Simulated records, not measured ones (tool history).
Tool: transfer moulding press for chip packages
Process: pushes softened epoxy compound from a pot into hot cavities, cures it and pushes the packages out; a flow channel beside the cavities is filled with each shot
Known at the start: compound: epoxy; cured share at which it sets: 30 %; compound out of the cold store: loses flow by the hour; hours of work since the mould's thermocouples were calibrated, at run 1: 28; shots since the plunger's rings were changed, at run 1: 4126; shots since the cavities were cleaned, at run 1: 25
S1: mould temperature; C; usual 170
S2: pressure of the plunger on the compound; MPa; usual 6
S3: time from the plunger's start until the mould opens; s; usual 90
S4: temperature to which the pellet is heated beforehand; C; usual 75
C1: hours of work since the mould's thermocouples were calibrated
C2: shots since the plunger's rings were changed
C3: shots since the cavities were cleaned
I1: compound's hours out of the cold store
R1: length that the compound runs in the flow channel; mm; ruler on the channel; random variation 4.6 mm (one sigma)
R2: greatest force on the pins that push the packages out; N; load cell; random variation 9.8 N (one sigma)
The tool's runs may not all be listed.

{"run": 1, "hour": 0.0, "S1": 170, "S2": 6, "S3": 90, "S4": 75, "C1": 28, "C2": 4126, "C3": 25, "I1": 11.1, "R1": 546, "R2": 486}
{"run": 2, "hour": 23.3, "S1": 170, "S2": 6, "S3": 90, "S4": 75, "C1": 46, "C2": 4453, "C3": 352, "I1": 24.9, "R1": 531, "R2": 607}
{"run": 3, "hour": 44.2, "S1": 170, "S2": 6, "S3": 90, "S4": 75, "C1": 63, "C2": 4745, "C3": 644, "I1": 22.7, "R1": 532, "R2": 666}
{"run": 4, "hour": 58.4, "S1": 170, "S2": 6, "S3": 90, "S4": 75, "C1": 74, "C2": 4944, "C3": 843, "I1": 9.7, "R1": 539, "R2": 726}
{"hour": 69.3, "done": "cavities cleaned with cleaning compound and waxed"}
{"run": 5, "hour": 71.4, "S1": 170, "S2": 6, "S3": 90, "S4": 75, "C1": 83, "C2": 5105, "C3": 30, "I1": 26.2, "R1": 525, "R2": 480}
{"run": 6, "hour": 87.8, "S1": 170, "S2": 6.55, "S3": 90, "S4": 75, "C1": 95, "C2": 5334, "C3": 259, "I1": 24.1, "R1": 552, "R2": 587}
{"run": 7, "hour": 109.8, "S1": 170, "S2": 6.55, "S3": 90, "S4": 75, "C1": 112, "C2": 5643, "C3": 568, "I1": 46.8, "R1": 509, "R2": 659}
{"run": 8, "hour": 122.3, "S1": 170, "S2": 6.55, "S3": 90, "S4": 75, "C1": 122, "C2": 5817, "C3": 742, "I1": 28.6, "R1": 528, "R2": 686}
{"hour": 139.9, "done": "cavities cleaned with cleaning compound and waxed"}
{"run": 9, "hour": 144.7, "S1": 170, "S2": 6, "S3": 76, "S4": 75, "C1": 138, "C2": 6109, "C3": 65, "I1": 34.8, "R1": 505, "R2": 728}
{"hour": 148.1, "done": "mould's thermocouples calibrated"}
{"run": 10, "hour": 167.2, "S1": 170, "S2": 5.77, "S3": 90, "S4": 75, "C1": 15, "C2": 6397, "C3": 353, "I1": 39.1, "R1": 484, "R2": 594}
{"hour": 175.7, "done": "plunger's sealing rings changed"}
{"run": 11, "hour": 184.9, "S1": 170, "S2": 5.83, "S3": 90, "S4": 75, "C1": 27, "C2": 128, "C3": 566, "I1": 8.2, "R1": 581, "R2": 656}
{"run": 12, "hour": 201.1, "S1": 173, "S2": 6, "S3": 90, "S4": 75, "C1": 39, "C2": 355, "C3": 793, "I1": 24.3, "R1": 560, "R2": 605}
{"run": 13, "hour": 211.9, "S1": 173, "S2": 6, "S3": 90, "S4": 75, "C1": 48, "C2": 506, "C3": 944, "I1": 43.7, "R1": 533, "R2": 620}
{"hour": 215.7, "done": "cavities cleaned with cleaning compound and waxed"}
{"run": 14, "hour": 231.4, "S1": 173, "S2": 6, "S3": 90, "S4": 75, "C1": 62, "C2": 758, "C3": 220, "I1": 30.2, "R1": 551, "R2": 497}
{"hour": 240.6, "done": "mould's thermocouples calibrated, once more"}
{"run": 15, "hour": 252.4, "S1": 171, "S2": 6, "S3": 90, "S4": 75, "C1": 9, "C2": 1024, "C3": 486, "I1": 12.2, "R1": 570, "R2": 635}
{"run": 16, "hour": 262.8, "S1": 171, "S2": 6, "S3": 118, "S4": 69, "C1": 17, "C2": 1170, "C3": 632, "I1": 21.3, "R1": 563, "R2": 562}
{"run": 17, "hour": 278.1, "S1": 171, "S2": 4.65, "S3": 118, "S4": 69, "C1": 29, "C2": 1383, "C3": 845, "I1": 36.9, "R1": 475, "R2": 565}
{"hour": 287.8, "done": "cavities cleaned with cleaning compound and waxed"}
{"run": 18, "hour": 302.2, "S1": 171, "S2": 4.65, "S3": 118, "S4": 69, "C1": 47, "C2": 1700, "C3": 202, "I1": 36.7, "R1": 466, "R2": 441}
{"run": 19, "hour": 327.3, "S1": 170, "S2": 5.53, "S3": 90, "S4": 75, "C1": 66, "C2": 2052, "C3": 554, "I1": 15.8, "R1": 534, "R2": 654}
{"run": 20, "hour": 341.9, "S1": 170, "S2": 6, "S3": 90, "S4": 69, "C1": 78, "C2": 2256, "C3": 758, "I1": 33.5, "R1": 531, "R2": 705}
{"hour": 358.6, "done": "cavities cleaned with cleaning compound and waxed"}
{"run": 21, "hour": 358.7, "S1": 170, "S2": 5.03, "S3": 93, "S4": 69, "C1": 90, "C2": 2470, "C3": 2, "I1": 30.9, "R1": 488, "R2": 446}
{"run": 22, "hour": 372.8, "S1": 170, "S2": 6, "S3": 90, "S4": 75, "C1": 101, "C2": 2668, "C3": 200, "I1": 30.1, "R1": 530, "R2": 560}
{"run": 23, "hour": 391.2, "S1": 170, "S2": 6, "S3": 90, "S4": 75, "C1": 115, "C2": 2925, "C3": 457, "I1": 21.6, "R1": 540, "R2": 643}
{"run": 24, "hour": 405.4, "S1": 163, "S2": 6, "S3": 89, "S4": 75, "C1": 126, "C2": 3125, "C3": 657, "I1": 37.7, "R1": 526, "R2": 1128}
{"run": 25, "hour": 426.4, "S1": 169, "S2": 4.6, "S3": 74, "S4": 69, "C1": 142, "C2": 3418, "C3": 950, "I1": 39.8, "R1": 456, "R2": 1224}
{"hour": 429.9, "done": "cavities cleaned with cleaning compound and waxed"}
{"run": 26, "hour": 448.7, "S1": 173, "S2": 6, "S3": 119, "S4": 75, "C1": 159, "C2": 3709, "C3": 263, "I1": 44.3, "R1": 500, "R2": 456}
{"run": 27, "hour": 468.1, "S1": 176, "S2": 6, "S3": 114, "S4": 75, "C1": 174, "C2": 3980, "C3": 534, "I1": 25.6, "R1": 517, "R2": 531}

5 ways to go on from here, each from the tool as it stands after run 27. What would each give?
{"run": "A", "hour": 480.1, "S1": 170, "S2": 6, "S3": 94, "S4": 68, "C1": 183, "C2": 4149, "C3": 703, "I1": 45.3, "R1": "?", "R2": "?"}
{"run": "B", "hour": 480.1, "S1": 162, "S2": 6, "S3": 114, "S4": 75, "C1": 183, "C2": 4149, "C3": 703, "I1": 29.7, "R1": "?", "R2": "?"}
{"run": "C", "hour": 480.1, "S1": 173, "S2": 6.71, "S3": 90, "S4": 67, "C1": 183, "C2": 4149, "C3": 703, "I1": 23.9, "R1": "?", "R2": "?"}
{"run": "D", "hour": 480.1, "S1": 168, "S2": 5.52, "S3": 99, "S4": 75, "C1": 183, "C2": 4149, "C3": 703, "I1": 15, "R1": "?", "R2": "?"}
{"run": "E", "hour": 480.1, "S1": 176, "S2": 6, "S3": 120, "S4": 68, "C1": 183, "C2": 4149, "C3": 703, "I1": 46.5, "R1": "?", "R2": "?"}

run=A R1=511 R2=651
run=B R1=538 R2=742
run=C R1=561 R2=591
run=D R1=521 R2=661
run=E R1=484 R2=544
Without the tool's hidden state the same runs would have given:
run=A R1=546 R2=430
run=B R1=575 R2=495
run=C R1=600 R2=393
run=D R1=557 R2=439
run=E R1=518 R2=358

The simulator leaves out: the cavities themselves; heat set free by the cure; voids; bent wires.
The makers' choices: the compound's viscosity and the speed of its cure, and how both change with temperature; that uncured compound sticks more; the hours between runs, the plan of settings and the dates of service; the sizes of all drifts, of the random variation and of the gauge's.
